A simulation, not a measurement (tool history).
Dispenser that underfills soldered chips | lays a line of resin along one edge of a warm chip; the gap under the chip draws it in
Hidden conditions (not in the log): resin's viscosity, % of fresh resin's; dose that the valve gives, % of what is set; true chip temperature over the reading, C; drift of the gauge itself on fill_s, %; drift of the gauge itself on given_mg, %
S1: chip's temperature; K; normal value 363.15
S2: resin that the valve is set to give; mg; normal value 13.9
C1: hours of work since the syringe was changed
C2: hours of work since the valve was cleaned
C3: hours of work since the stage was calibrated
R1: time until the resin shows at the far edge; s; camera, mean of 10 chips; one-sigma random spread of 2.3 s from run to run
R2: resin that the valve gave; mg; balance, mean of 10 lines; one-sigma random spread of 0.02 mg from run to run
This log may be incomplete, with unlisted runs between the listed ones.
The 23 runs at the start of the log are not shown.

run	hour	S1	S2	C1	C2	C3	R1	R2
24	140.1	376.15	12.9	7	44	146	219.7	12.65
# hour 141.8: dispensing valve cleaned and set on the balance
# hour 144.7: new syringe of resin
25	147.3	363.15	15.7	2	3	150	232	15.7
26	153.2	370.15	14.8	5	7	153	229.8	14.76
27	157.4	367.15	16.8	8	9	156	286.5	16.76
# hour 160: new syringe of resin
28	166.2	359.15	16.2	4	14	161	302.5	16.08
29	173.2	363.15	13.9	8	18	165	340.7	13.82
# hour 175.7: new syringe of resin
30	180.7	367.15	11.8	3	23	169	231	11.73
31	187.5	367.15	11.8	7	27	173	294	11.69
# hour 191: new syringe of resin
32	194.9	367.15	11.8	2	31	178	227.5	11.65
33	200.5	355.15	16.2	6	35	181	369.9	15.96
34	205.6	357.15	16.8	9	38	184	409.4	16.53
# hour 206.6: new syringe of resin
35	211.3	360.15	16.4	3	41	187	269.6	16.11
# hour 218.1: dispensing valve cleaned and set on the balance
36	221.1	374.15	13.9	8	2	192	242.9	13.86
# hour 223.4: new syringe of resin
37	225.5	353.15	16	1	4	195	308.2	16

Each row is a separate what-if for the run after 37, all from the same tool condition, not one after another. Results?
A	230.2	348.15	14.1	4	7	198	?	?
B	230.2	350.15	13.9	4	7	198	?	?
C	230.2	362.15	14	4	7	198	?	?

run	R1	R2
A	429.2	14.02
B	396.1	13.83
C	271.5	13.95
What these runs would have given with no unlogged condition in the tool:
run	R1	R2
A	365.1	14.06
B	336.8	13.87
C	230.1	14
